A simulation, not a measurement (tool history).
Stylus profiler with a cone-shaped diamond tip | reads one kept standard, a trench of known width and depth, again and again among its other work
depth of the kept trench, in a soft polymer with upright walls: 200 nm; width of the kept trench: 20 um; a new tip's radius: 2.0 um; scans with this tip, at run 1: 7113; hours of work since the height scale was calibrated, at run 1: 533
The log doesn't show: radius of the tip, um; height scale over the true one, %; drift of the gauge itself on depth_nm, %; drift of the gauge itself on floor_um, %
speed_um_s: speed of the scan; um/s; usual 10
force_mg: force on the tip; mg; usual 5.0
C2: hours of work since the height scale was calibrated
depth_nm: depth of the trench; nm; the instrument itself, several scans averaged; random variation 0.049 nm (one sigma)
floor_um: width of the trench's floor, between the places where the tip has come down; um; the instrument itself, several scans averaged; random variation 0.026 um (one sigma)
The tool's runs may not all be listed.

Run 1, hour 0.0: usual settings; scans with this tip 7113; C2 533. Result: depth_nm 205.13 nm, floor_um 18.11 um.
Run 2, hour 25.0: usual settings; scans with this tip 7331; C2 549. Result: depth_nm 204.97 nm, floor_um 18.07 um.
Run 3, hour 36.4: usual settings; scans with this tip 7429; C2 557. Result: depth_nm 204.92 nm, floor_um 18.07 um.
Run 4, hour 62.7: usual settings; scans with this tip 7658; C2 574. Result: depth_nm 204.92 nm, floor_um 18.11 um.
Run 5, hour 78.0: usual settings; scans with this tip 7792; C2 584. Result: depth_nm 204.98 nm, floor_um 18.06 um.
Run 6, hour 97.4: usual settings; scans with this tip 7960; C2 597. Result: depth_nm 204.93 nm, floor_um 18.07 um.
Run 7, hour 112.5: usual settings; scans with this tip 8092; C2 607. Result: depth_nm 204.93 nm, floor_um 18.08 um.
Run 8, hour 127.9: usual settings but speed_um_s 19 um/s; scans with this tip 8226; C2 617. Result: depth_nm 204.93 nm, floor_um 18.04 um.
Run 9, hour 152.9: usual settings; scans with this tip 8443; C2 633. Result: depth_nm 204.88 nm, floor_um 18.10 um.
Run 10, hour 172.6: usual settings; scans with this tip 8615; C2 646. Result: depth_nm 204.87 nm, floor_um 18.10 um.
Run 11, hour 198.1: usual settings; scans with this tip 8837; C2 662. Result: depth_nm 204.89 nm, floor_um 18.04 um.
Run 12, hour 220.0: usual settings; scans with this tip 9027; C2 677. Result: depth_nm 204.91 nm, floor_um 18.10 um.
Run 13, hour 243.6: usual settings; scans with this tip 9233; C2 692. Result: depth_nm 204.85 nm, floor_um 18.06 um.
Run 14, hour 255.8: usual settings; scans with this tip 9339; C2 700. Result: depth_nm 204.88 nm, floor_um 18.03 um.
Run 15, hour 274.6: usual settings; scans with this tip 9503; C2 712. Result: depth_nm 204.89 nm, floor_um 18.04 um.
Run 16, hour 290.2: usual settings; scans with this tip 9638; C2 722. Result: depth_nm 204.88 nm, floor_um 18.04 um.
Run 17, hour 304.2: usual settings but force_mg 2.8 mg; scans with this tip 9760; C2 732. Result: depth_nm 203.02 nm, floor_um 18.06 um.
Run 18, hour 330.2: usual settings but force_mg 2.8 mg; scans with this tip 9986; C2 749. Result: depth_nm 203.03 nm, floor_um 18.03 um.
Run 19, hour 353.2: usual settings; scans with this tip 10187; C2 764. Result: depth_nm 204.77 nm, floor_um 18.01 um.
Run 20, hour 374.3: usual settings; scans with this tip 10371; C2 777. Result: depth_nm 204.77 nm, floor_um 18.07 um.
Run 21, hour 399.6: usual settings but speed_um_s 9 um/s; scans with this tip 10591; C2 794. Result: depth_nm 204.72 nm, floor_um 18.04 um.
Run 22, hour 423.4: usual settings but speed_um_s 9 um/s; scans with this tip 10797; C2 809. Result: depth_nm 204.68 nm, floor_um 18.04 um.

The next listed run, before its measurement:
Run 23, hour 446.8: usual settings but speed_um_s 9 um/s; scans with this tip 11001; C2 825. Result: depth_nm ?, floor_um ?.

depth_nm: 204.76 nm
floor_um: 18.00 um
Without the tool's hidden state the same run would have given depth_nm 205.61 nm, floor_um 18.23 um.

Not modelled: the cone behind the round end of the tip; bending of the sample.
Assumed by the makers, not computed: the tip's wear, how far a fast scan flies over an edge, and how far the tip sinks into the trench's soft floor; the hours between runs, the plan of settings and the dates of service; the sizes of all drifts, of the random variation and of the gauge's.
